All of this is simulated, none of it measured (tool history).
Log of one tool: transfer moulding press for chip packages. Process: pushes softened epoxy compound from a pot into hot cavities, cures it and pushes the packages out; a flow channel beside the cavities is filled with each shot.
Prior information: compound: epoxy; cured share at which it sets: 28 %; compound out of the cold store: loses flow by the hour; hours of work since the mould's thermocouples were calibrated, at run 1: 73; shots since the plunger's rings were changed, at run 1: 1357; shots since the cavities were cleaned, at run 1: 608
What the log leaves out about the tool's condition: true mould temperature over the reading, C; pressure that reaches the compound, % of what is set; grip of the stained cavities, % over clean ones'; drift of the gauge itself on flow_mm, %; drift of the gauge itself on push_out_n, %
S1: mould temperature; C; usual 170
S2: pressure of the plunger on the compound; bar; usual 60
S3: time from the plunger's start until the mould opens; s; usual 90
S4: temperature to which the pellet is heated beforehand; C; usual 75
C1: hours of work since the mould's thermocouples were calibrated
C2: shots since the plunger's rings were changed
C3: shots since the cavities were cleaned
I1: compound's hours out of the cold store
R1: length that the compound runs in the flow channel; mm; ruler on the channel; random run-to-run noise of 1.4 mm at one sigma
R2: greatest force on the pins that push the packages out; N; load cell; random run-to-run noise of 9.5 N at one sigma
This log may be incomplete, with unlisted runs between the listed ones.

run	day	S1	S2	S3	S4	C1	C2	C3	I1	R1	R2
1	0	170	60	90	75	73	1357	608	33	729	437
2	1.062	168	60	90	75	84	1561	812	8.2	851	546
# day 2.104: cavities cleaned with cleaning compound and waxed
3	2.775	168	60	90	75	101	1876	128	34.3	733	486
4	3.912	168	60	90	75	112	2093	345	21.7	783	511
5	5.217	168	60	90	75	126	2343	595	37.6	720	487
6	6.792	168	60	90	75	142	2644	896	8.6	850	541
# day 7.438: cavities cleaned with cleaning compound and waxed
7	7.808	168	60	90	75	152	2827	71	24	775	517
8	8.9	168	60	90	75	163	3036	280	29.5	749	509
9	10.442	168	60	90	75	179	3330	574	34.5	730	497
# day 10.838: plunger's sealing rings changed
10	11.542	170	60	90	75	189	135	765	18.7	789	448
# day 12.908: cavities cleaned with cleaning compound and waxed
11	13.183	170	60	90	75	205	437	53	46	676	425
12	14.017	170	60	90	81	214	596	212	30.1	738	430
13	15.504	177	60	90	75	229	881	497	12.6	784	366
14	16.6	177	60	90	75	241	1090	706	33.5	694	351
15	17.383	173	54.6	90	75	249	1240	856	43.8	639	382

Run 16 has not been measured yet. What should we expect?
# day 18.217: cavities cleaned with cleaning compound and waxed
16	18.492	163	59.8	87	83	259	1440	53	29.7	?	?

R1: 778 mm
R2: 739 N
On a tool with no hidden condition, and with the same random variation, this run would have come out at R1 779 mm, R2 739 N.
